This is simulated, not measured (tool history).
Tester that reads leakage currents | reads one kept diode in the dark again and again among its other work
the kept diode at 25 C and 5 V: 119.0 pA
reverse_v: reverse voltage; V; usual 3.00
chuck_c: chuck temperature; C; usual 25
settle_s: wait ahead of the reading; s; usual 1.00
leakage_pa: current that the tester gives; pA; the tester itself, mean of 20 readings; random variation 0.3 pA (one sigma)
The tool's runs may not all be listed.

run    hour  reverse_v  chuck_c  settle_s  leakage_pa
  1     0.0       3.00       25      1.00      107.48
  2   268.5       3.00       44      1.00      437.32
  3   408.1       3.00       25      1.00      110.03
  4   701.5       3.00       25      7.78      110.38
  5   904.1       3.00       25      7.78      110.91
  6  1081.8       3.00       25      7.78      111.92
  7  1201.1       3.00       25      7.39      112.29
  8  1326.6       3.00       25      1.00      113.44
     1399.8  -- chuck's temperature calibrated
  9  1455.7       3.00       21      1.00       75.10
 10  1604.5       3.00       25      1.00      101.93
 11  1733.3       3.00       25      1.00      102.34
 12  1908.4       3.00       25      4.94      102.60
 13  2123.9       3.00       25      4.94      103.99
 14  2388.3       3.00       25      4.94      104.99
     2504.3  -- probe card cleaned and baked
     2588.7  -- tester calibrated
 15  2619.5       3.00       25      4.94      102.15
 16  2894.9       3.00       25      4.94      103.90
 17  3122.5       3.00       26      1.00      113.55
 18  3390.6       3.00       26      1.00      115.32
 19  3643.5       7.02       26      1.00      164.59
 20  3924.5       1.18       48      1.00      396.41
 21  4091.8       3.00       25      0.52      110.49
 22  4344.2       1.23       32      2.87      131.88
 23  4492.9       3.65       44      7.88      482.66
 24  4688.4       1.08       23      0.90       64.02
     4804.7  -- chuck's temperature calibrated
 25  4865.7       7.64       41      1.00      478.07
 26  5032.0       9.59       30      1.00      239.43
 27  5216.0       9.59       30      1.00      240.05
 28  5496.5       9.59       30      1.00      243.78
 29  5688.2      13.21       30      1.56      280.87
 30  5924.5       2.78       30      1.13      149.40
 31  6136.9       2.78       35      1.13      215.68
     6310.5  -- probe card cleaned and baked
 32  6310.5       3.00       31      1.00      163.52
 33  6551.0       4.01       31      1.00      185.04
 34  6752.7       2.72       25      6.16      100.20
 35  6918.6       6.43       25      1.00      144.19
 36  7098.9      13.68       26      1.00      213.27
 37  7271.2       3.00       55      4.39      901.50
 38  7542.8       4.46       35      0.39      271.78

4 ways to go on from here, each from the tool as it stands after run 38. What would each give?
  A  7827.9       3.57       25      1.00           ?
  B  7827.9      17.33       25      0.32           ?
  C  7827.9       4.46       37      0.94           ?
  D  7827.9       1.06       35      4.46           ?

run  leakage_pa
  A      117.51
  B      239.11
  C      313.70
  D      153.30
Without the tool's hidden state the same runs would have given:
run  leakage_pa
  A      105.21
  B      210.45
  C      285.44
  D      139.83
